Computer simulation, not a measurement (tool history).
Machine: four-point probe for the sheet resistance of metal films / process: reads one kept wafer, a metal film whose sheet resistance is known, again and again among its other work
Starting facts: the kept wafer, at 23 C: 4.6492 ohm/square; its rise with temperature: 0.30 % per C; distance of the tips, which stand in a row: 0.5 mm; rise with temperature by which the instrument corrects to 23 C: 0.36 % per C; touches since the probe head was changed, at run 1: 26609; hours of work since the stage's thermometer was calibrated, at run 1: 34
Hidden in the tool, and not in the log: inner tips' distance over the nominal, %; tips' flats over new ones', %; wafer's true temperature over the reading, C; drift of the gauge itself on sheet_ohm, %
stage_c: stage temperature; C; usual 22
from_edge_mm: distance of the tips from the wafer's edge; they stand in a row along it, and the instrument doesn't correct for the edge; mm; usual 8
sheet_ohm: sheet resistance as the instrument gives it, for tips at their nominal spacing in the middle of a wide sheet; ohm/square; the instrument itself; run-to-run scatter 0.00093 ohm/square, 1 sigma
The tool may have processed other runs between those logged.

run,hour,stage_c,from_edge_mm,touches since the probe head was changed,hours of work since the stage's thermometer was calibrated,sheet_ohm
1,0,22,8,26609,34,4.653123
2,17.4,22,40,27246,45,4.642452
3,32.3,22,4,27791,55,4.680916
4,47.3,22,4,28339,65,4.682182
5,57.3,28,4,28706,71,4.666513
6,67.2,26,4,29068,78,4.670889
7,83.8,26,4,29677,89,4.669915
8,94.8,26,4,30080,96,4.671882
9,105.3,26,4,30464,103,4.669399
10,114,26,4,30782,109,4.670613
11,121.8,26,4,31065,114,4.668877
12,135.5,33,8,31568,123,4.622854
13,144.7,33,8,31905,129,4.62337
14,159.3,22,38,32440,139,4.64056
15,167.2,22,38,32729,144,4.642072

Run 16, settings as shown, results not yet in. Your forecast:
16,180.8,22,65,33225,153,?

{"run 16": {"sheet_ohm": 4.638818}}
Take away the tool's hidden state, keep the run-to-run variation as it was, and the same run would have given sheet_ohm 4.650466 ohm/square.
